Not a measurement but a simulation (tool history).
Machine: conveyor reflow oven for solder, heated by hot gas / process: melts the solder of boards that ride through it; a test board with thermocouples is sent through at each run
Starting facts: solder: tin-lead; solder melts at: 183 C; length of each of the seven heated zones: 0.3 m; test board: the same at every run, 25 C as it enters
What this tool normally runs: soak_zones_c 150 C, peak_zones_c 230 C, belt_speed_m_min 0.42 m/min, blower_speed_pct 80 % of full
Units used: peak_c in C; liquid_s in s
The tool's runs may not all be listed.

run 1 day=0 | soak_zones_c=150 peak_zones_c=230 belt_speed_m_min=0.42 blower_speed_pct=80 | peak_c=215.4 liquid_s=68.6
run 2 day=3.704 | soak_zones_c=150 peak_zones_c=230 belt_speed_m_min=0.42 blower_speed_pct=80 | peak_c=215.2 liquid_s=68.2
run 3 day=7.612 | soak_zones_c=150 peak_zones_c=230 belt_speed_m_min=0.42 blower_speed_pct=80 | peak_c=214.3 liquid_s=67.5
run 4 day=10.096 | soak_zones_c=150 peak_zones_c=230 belt_speed_m_min=0.367 blower_speed_pct=80 | peak_c=217.7 liquid_s=81.7
run 5 day=12.829 | soak_zones_c=150 peak_zones_c=230 belt_speed_m_min=0.42 blower_speed_pct=80 | peak_c=213.9 liquid_s=67.4
-- day=14.65 flux residue cleaned out of gas plates and filters
run 6 day=16.929 | soak_zones_c=150 peak_zones_c=222 belt_speed_m_min=0.42 blower_speed_pct=80 | peak_c=208.8 liquid_s=63.1
run 7 day=20.442 | soak_zones_c=150 peak_zones_c=222 belt_speed_m_min=0.42 blower_speed_pct=82 | peak_c=208.6 liquid_s=63.6
-- day=22.675 belt drive overhauled, speed set with a stopwatch
run 8 day=23.342 | soak_zones_c=150 peak_zones_c=222 belt_speed_m_min=0.42 blower_speed_pct=82 | peak_c=208.6 liquid_s=61.5
run 9 day=27.117 | soak_zones_c=150 peak_zones_c=222 belt_speed_m_min=0.42 blower_speed_pct=82 | peak_c=208 liquid_s=61.9
run 10 day=29.329 | soak_zones_c=150 peak_zones_c=222 belt_speed_m_min=0.42 blower_speed_pct=82 | peak_c=208.4 liquid_s=61.7
run 11 day=31.779 | soak_zones_c=150 peak_zones_c=227 belt_speed_m_min=0.42 blower_speed_pct=80 | peak_c=211.7 liquid_s=64.7
run 12 day=34.058 | soak_zones_c=150 peak_zones_c=227 belt_speed_m_min=0.42 blower_speed_pct=80 | peak_c=211.6 liquid_s=65.3
run 13 day=37.733 | soak_zones_c=150 peak_zones_c=227 belt_speed_m_min=0.42 blower_speed_pct=80 | peak_c=211.6 liquid_s=64.2
run 14 day=41.675 | soak_zones_c=150 peak_zones_c=227 belt_speed_m_min=0.42 blower_speed_pct=80 | peak_c=210.6 liquid_s=63.5
-- day=44.908 flux residue cleaned out of gas plates and filters
run 15 day=44.908 | soak_zones_c=150 peak_zones_c=227 belt_speed_m_min=0.42 blower_speed_pct=80 | peak_c=212.4 liquid_s=66.2
run 16 day=47.171 | soak_zones_c=155 peak_zones_c=223 belt_speed_m_min=0.42 blower_speed_pct=72 | peak_c=208.7 liquid_s=63.9
run 17 day=49.142 | soak_zones_c=161 peak_zones_c=222 belt_speed_m_min=0.443 blower_speed_pct=50 | peak_c=200.3 liquid_s=50.3
run 18 day=51.904 | soak_zones_c=150 peak_zones_c=231 belt_speed_m_min=0.42 blower_speed_pct=80 | peak_c=215.6 liquid_s=68.3
run 19 day=55.121 | soak_zones_c=150 peak_zones_c=231 belt_speed_m_min=0.42 blower_speed_pct=56 | peak_c=207.8 liquid_s=59.2
run 20 day=58.25 | soak_zones_c=150 peak_zones_c=230 belt_speed_m_min=0.42 blower_speed_pct=75 | peak_c=212.6 liquid_s=66.3
-- day=60.496 thermocouples of zones 6 and 7 changed
run 21 day=61.721 | soak_zones_c=150 peak_zones_c=225 belt_speed_m_min=0.42 blower_speed_pct=80 | peak_c=211.7 liquid_s=65.1
run 22 day=63.912 | soak_zones_c=138 peak_zones_c=243 belt_speed_m_min=0.416 blower_speed_pct=74 | peak_c=224.1 liquid_s=70.4
run 23 day=65.633 | soak_zones_c=140 peak_zones_c=233 belt_speed_m_min=0.42 blower_speed_pct=80 | peak_c=217 liquid_s=65.4
run 24 day=67.938 | soak_zones_c=140 peak_zones_c=232 belt_speed_m_min=0.42 blower_speed_pct=80 | peak_c=214.8 liquid_s=64.2
run 25 day=70.8 | soak_zones_c=150 peak_zones_c=230 belt_speed_m_min=0.42 blower_speed_pct=55 | peak_c=207.4 liquid_s=59.3

Some steps in peak_c, run to run, broken into two amounts with sign: the step expected even without the hidden condition (settings, incoming material, random variation), and the rest, left for the hidden condition together with whatever gauge scatter is not in both the measured and the hidden-condition-free result:
The hidden state here: heat that the gas passes to the board, % of a clean oven's; belt's true speed, % of the reading; true gas temperature in zones 6 and 7 over the reading, C; drift of the gauge itself on peak_c, C; drift of the gauge itself on liquid_s, %.
Run 14 -> 15: flux residue cleaned out of gas plates and filters. peak_c +1.8 C: hidden state +2.1, all else -0.3.
Run 17 -> 18: soak_zones_c 161 -> 150, peak_zones_c 222 -> 231, belt_speed_m_min 0.443 -> 0.42, blower_speed_pct 50 -> 80. peak_c +15.3 C: hidden state -0.9, all else +16.2.
Run 20 -> 21: peak_zones_c 230 -> 225, blower_speed_pct 75 -> 80, thermocouples of zones 6 and 7 changed. peak_c -0.9 C: hidden state +2.6, all else -3.5.
Run 21 -> 22: soak_zones_c 150 -> 138, peak_zones_c 225 -> 243, belt_speed_m_min 0.42 -> 0.416, blower_speed_pct 80 -> 74. peak_c +12.4 C: hidden state -0.7, all else +13.1.
